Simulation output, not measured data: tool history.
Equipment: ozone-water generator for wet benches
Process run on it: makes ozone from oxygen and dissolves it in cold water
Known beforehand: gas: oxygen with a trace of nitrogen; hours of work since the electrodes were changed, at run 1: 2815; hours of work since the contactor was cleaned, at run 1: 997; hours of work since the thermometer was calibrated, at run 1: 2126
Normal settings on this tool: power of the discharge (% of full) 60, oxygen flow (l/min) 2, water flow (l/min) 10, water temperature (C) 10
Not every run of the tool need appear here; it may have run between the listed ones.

run,day,power of the discharge (% of full),oxygen flow (l/min),water flow (l/min),water temperature (C),hours of work since the electrodes were changed,hours of work since the contactor was cleaned,hours of work since the thermometer was calibrated,dissolved ozone (ppm),ozone in the gas ahead of the water (g/m3)
1,0,60,2,10,10,2815,997,2126,16.1,166.3
2,3.217,60,2,10,10,2872,1054,2183,16.2,167.1
3,5.025,60,2,12,10,2904,1086,2215,13.3,167.2
4,9.092,60,2,12,10,2975,1157,2286,13.2,168.1
5,11.558,60,2,10,10,3019,1201,2330,16.3,167.3
6,13.317,60,2,10,10,3050,1232,2361,16.2,169.7
7,15.7,60,2,10,10,3092,1274,2403,16.2,168.5
8,17.704,60,2,10,10,3127,1309,2438,16.2,171.4
9,21.646,60,2,10,10,3197,1379,2508,16,170.3
10,24.35,60,2,10,10,3244,1426,2555,16,169.8
11,26.371,84,2,10,10,3280,1462,2591,21.1,223.1
12,29.721,84,2,10,10,3339,1521,2650,21.3,222.4
13,33.517,84,2,10,10,3406,1588,2717,21.2,223.9
14,36.738,60,2,10,10,3463,1645,2774,16.1,170.8
15,39.896,60,1.75,10,10,3518,1700,2829,15.9,184.1
16,41.642,60,1.75,10,10,3549,1731,2860,15.9,183.3
17,44.625,56,2,10,10,3602,1784,2913,15.4,163.1
18,46.45,56,3.55,10,8,3634,1816,2945,16.3,116.5
19,50.15,60,1.34,9,10,3699,1881,3010,16.9,216.6
# day 50.738: water thermometer calibrated
# day 52.588: gauge calibrated
20,53.521,60,1.34,9,10,3758,1940,49,16.9,209.3
21,57.392,60,1.34,9,5,3826,2008,117,17.6,208.6
22,61.488,60,1.34,9,5,3899,2081,190,17.7,211.7
23,64.771,60,1.34,9,5,3957,2139,247,17.6,210.4
24,68.642,60,3.16,10,7,4025,2207,316,17.2,130.4
25,72.308,73,3.16,15,7,4089,2272,380,13.2,153.7
26,74.904,73,3.16,15,7,4135,2317,426,13.5,153
27,77.742,94,1.93,9,13,4185,2367,476,24.8,248.1
# day 79.479: contactor cleaned
28,80.596,44,1.18,7,13,4233,20,524,16.2,180.6
29,83.079,44,1.5,13,6,4276,63,567,9,156
30,86.558,60,1.61,10,8,4338,125,629,15.5,194.8
31,88.417,60,1.61,10,8,4371,158,661,16.1,193.9
32,90.329,60,1.61,10,8,4404,191,695,15.7,193
33,94.554,60,1.61,10,8,4479,266,770,16,194.9

Here are 3 independent what-if runs from the current tool condition. What would each one return?
A,98.121,61,2,10,10,4542,329,833,?,?
B,98.121,76,2,16,10,4542,329,833,?,?
C,98.121,72,2.23,10,13,4542,329,833,?,?

run,dissolved ozone (ppm),ozone in the gas ahead of the water (g/m3)
A,16.4,173.4
B,11.6,207.8
C,18.3,185
Without the tool's hidden state the same runs would have given:
run,dissolved ozone (ppm),ozone in the gas ahead of the water (g/m3)
A,16.5,169.4
B,11.6,203.1
C,18.4,180.8

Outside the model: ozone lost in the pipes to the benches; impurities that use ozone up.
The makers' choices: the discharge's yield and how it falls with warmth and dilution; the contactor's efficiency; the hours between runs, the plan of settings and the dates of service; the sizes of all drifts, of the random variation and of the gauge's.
